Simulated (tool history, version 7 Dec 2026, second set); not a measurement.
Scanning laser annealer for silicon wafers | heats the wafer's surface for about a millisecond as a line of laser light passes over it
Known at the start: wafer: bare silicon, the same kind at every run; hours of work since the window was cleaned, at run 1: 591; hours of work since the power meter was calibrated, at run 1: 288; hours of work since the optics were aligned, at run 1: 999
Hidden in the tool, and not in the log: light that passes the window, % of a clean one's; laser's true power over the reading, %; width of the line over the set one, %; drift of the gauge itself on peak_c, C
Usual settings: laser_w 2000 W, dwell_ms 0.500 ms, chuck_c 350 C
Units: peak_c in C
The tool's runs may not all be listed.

run,hour,laser_w,dwell_ms,chuck_c,hours of work since the window was cleaned,hours of work since the power meter was calibrated,hours of work since the optics were aligned,peak_c
1,0.0,2000,0.500,350,591,288,999,1096
2,58.0,1962,0.500,350,620,316,1027,1081
3,129.2,1963,0.500,350,655,351,1062,1081
4,174.9,1963,0.500,350,677,374,1085,1084
5,234.7,1963,0.500,371,707,403,1114,1101
6,294.2,1963,0.500,371,736,432,1143,1102
7,349.2,1963,0.500,371,763,459,1170,1106
8,383.4,1963,0.500,371,780,476,1187,1105
# hour 448.4: window over the wafer cleaned
9,448.4,1963,0.500,371,0,507,1218,1104
10,493.1,2000,0.500,350,22,529,1240,1093
11,537.3,2000,0.500,350,44,551,1262,1098
12,603.9,2000,0.500,314,76,583,1294,1066
13,649.8,2000,0.500,350,99,606,1317,1097
14,696.1,2000,0.418,350,122,629,1340,1024
15,747.6,1994,0.500,350,147,654,1365,1095
16,796.8,1994,0.500,350,171,678,1389,1094
17,838.4,1994,0.500,350,192,698,1410,1096
18,871.3,2000,0.500,350,208,715,1426,1099
19,912.8,2172,0.500,350,228,735,1446,1162
20,976.2,1824,0.500,361,259,766,1477,1040
21,1044.3,2178,0.379,345,293,799,1511,1041

Forecast run 22:
22,1104.3,2178,0.379,345,322,829,1540,?

Run 22 gave peak_c 1041 C.
Without the tool's hidden state the same run would have given peak_c 1043 C.
